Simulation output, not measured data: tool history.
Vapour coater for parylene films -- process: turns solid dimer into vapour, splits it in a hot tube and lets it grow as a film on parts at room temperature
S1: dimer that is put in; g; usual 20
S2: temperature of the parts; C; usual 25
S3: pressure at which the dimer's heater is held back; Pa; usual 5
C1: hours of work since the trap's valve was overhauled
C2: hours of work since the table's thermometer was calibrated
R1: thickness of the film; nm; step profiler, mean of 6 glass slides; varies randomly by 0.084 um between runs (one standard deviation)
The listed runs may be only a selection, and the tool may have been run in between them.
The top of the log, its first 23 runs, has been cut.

run     day  S1  S2     S3   C1    C2     R1
 24   38.55  20  25      5  335  1057   9360
 25  40.296  20  25      5  356  1078   9160
 26  41.712  34  17   3.26  373  1096  23520
 27  43.208  27  25   5.41  391  1114  12460
 28  45.192  27  25   5.41  416  1138  12290
 29  46.183  14  18    2.7  428  1150   9630
 30  48.117  33  29   3.33  451  1173  14150
 31    49.2  33  29   3.33  464  1187  14070
 32  51.062  11  18   5.68  487  1209   6370
 33  52.183  27  31   2.62  500  1223  11160
 34  53.954  20  24  10.77  522  1244   7750
 35  55.308  20  24  10.77  538  1261   7790
 36  56.388   8  28    3.9  551  1274   3410
 37  58.258   8  34   2.32  574  1296   3060
 38  59.808  15  33   5.31  593  1315   4730
 39  61.804  25  25   2.06  617  1339  13690
 40  62.971  25  20   3.77  631  1354  14100
     64.175  -- trap's valve overhauled
 41  64.462   9  26   4.33    3  1370   4410
 42  65.938  27  25   7.29   21  1388  12130
 43  67.325  27  25   5.28   38  1404  12900
 44  68.288  34  25  11.32   50  1416  13830
 45  70.246  34  22   9.27   74  1440  16230
 46  71.358  30  25     10   87  1453  12370
 47  73.379  31  25     10  112  1478  12660
 48  74.346  31  28   11.9  123  1490  10990

3 ways to go on from here, each from the tool as it stands after run 48. What would each give?
  A  75.271  22  28  11.9  135  1501   ?
  B  75.271  31  33  5.68  135  1501   ?
  C  75.271  31  21  3.16  135  1501   ?

run     R1
  A   7800
  B  10520
  C  19470
Without the tool's unlogged condition, the same runs would have read:
run     R1
  A   8240
  B  11110
  C  20570
